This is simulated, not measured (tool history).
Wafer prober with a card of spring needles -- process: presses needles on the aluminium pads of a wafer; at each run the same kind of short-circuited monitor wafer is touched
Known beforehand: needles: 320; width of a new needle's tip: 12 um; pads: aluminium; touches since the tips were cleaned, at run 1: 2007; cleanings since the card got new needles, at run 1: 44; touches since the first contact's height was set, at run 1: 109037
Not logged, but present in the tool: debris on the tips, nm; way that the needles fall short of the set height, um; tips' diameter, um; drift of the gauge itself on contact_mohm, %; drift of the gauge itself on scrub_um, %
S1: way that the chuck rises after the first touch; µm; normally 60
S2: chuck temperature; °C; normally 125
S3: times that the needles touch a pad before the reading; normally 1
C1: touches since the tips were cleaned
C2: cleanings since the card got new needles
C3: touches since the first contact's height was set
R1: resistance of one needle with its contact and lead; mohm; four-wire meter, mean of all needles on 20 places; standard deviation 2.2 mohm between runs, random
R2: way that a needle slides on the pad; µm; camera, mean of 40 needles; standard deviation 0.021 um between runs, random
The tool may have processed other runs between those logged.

{"run": 1, "hour": 0.0, "S1": 60, "S2": 125, "S3": 1, "C1": 2007, "C2": 44, "C3": 109037, "R1": 261, "R2": 12.53}
{"hour": 15.3, "done": "tips cleaned on abrasive film"}
{"run": 2, "hour": 26.4, "S1": 60, "S2": 125, "S3": 1, "C1": 4595, "C2": 45, "C3": 119967, "R1": 271, "R2": 12.48}
{"hour": 35.9, "done": "tips cleaned on abrasive film"}
{"run": 3, "hour": 48.7, "S1": 60, "S2": 125, "S3": 1, "C1": 5297, "C2": 46, "C3": 129168, "R1": 270, "R2": 12.45}
{"hour": 57.0, "done": "tips cleaned on abrasive film"}
{"hour": 78.6, "done": "tips cleaned on abrasive film"}
{"run": 4, "hour": 93.9, "S1": 60, "S2": 125, "S3": 1, "C1": 6368, "C2": 48, "C3": 147874, "R1": 274, "R2": 12.38}
{"hour": 99.6, "done": "tips cleaned on abrasive film"}
{"hour": 113.2, "done": "height of the first contact set anew"}
{"hour": 119.8, "done": "tips cleaned on abrasive film"}
{"run": 5, "hour": 125.4, "S1": 60, "S2": 125, "S3": 1, "C1": 2347, "C2": 50, "C3": 5013, "R1": 264, "R2": 12.81}
{"hour": 141.4, "done": "tips cleaned on abrasive film"}
{"run": 6, "hour": 159.8, "S1": 48, "S2": 65, "S3": 2, "C1": 7645, "C2": 51, "C3": 19250, "R1": 260, "R2": 10.24}

Predict the results of run 7:
{"hour": 163.2, "done": "tips cleaned on abrasive film"}
{"hour": 183.3, "done": "tips cleaned on abrasive film"}
{"run": 7, "hour": 190.3, "S1": 48, "S2": 65, "S3": 2, "C1": 2914, "C2": 53, "C3": 31848, "R1": "?", "R2": "?"}

Run 7 came out at R1 252 mohm, R2 10.16 µm.
On a tool with no hidden condition, and with the same random variation, this run would have come out at R1 231 mohm, R2 10.26 µm.
